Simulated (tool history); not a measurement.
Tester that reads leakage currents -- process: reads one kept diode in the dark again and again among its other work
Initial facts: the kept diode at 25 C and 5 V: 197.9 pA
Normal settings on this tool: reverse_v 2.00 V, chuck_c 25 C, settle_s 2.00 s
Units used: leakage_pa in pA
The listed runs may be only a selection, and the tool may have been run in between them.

run,day,reverse_v,chuck_c,settle_s,leakage_pa
1,0.000,2.00,25,2.00,107.10
2,0.650,2.00,49,2.00,594.17
3,1.612,2.00,25,2.00,106.71
4,3.008,2.00,25,2.00,106.10
5,3.817,2.00,25,0.66,107.21
6,4.946,2.00,25,0.66,107.21
7,5.946,19.73,40,1.60,1237.35
8,7.212,17.07,34,2.00,737.61
# day 7.358: chuck's temperature calibrated
9,8.025,2.00,41,2.00,335.99
10,9.212,2.00,41,2.00,335.76
11,9.954,2.00,41,2.00,335.29
12,11.012,14.99,41,2.00,1086.75

What if the next run were any one of these 3? Each begins from the tool's condition after run 12:
# day 11.208: chuck's temperature calibrated, once more
A,11.929,1.84,45,2.00,?
# day 11.208: chuck's temperature calibrated, once more
B,11.929,1.66,25,0.85,?
# day 11.208: chuck's temperature calibrated, once more
C,11.929,6.29,34,0.56,?

run,leakage_pa
A,472.63
B,105.05
C,449.13
Take away the tool's hidden state, keep each run's random variation, and the runs would have read:
run,leakage_pa
A,469.76
B,104.25
C,445.86
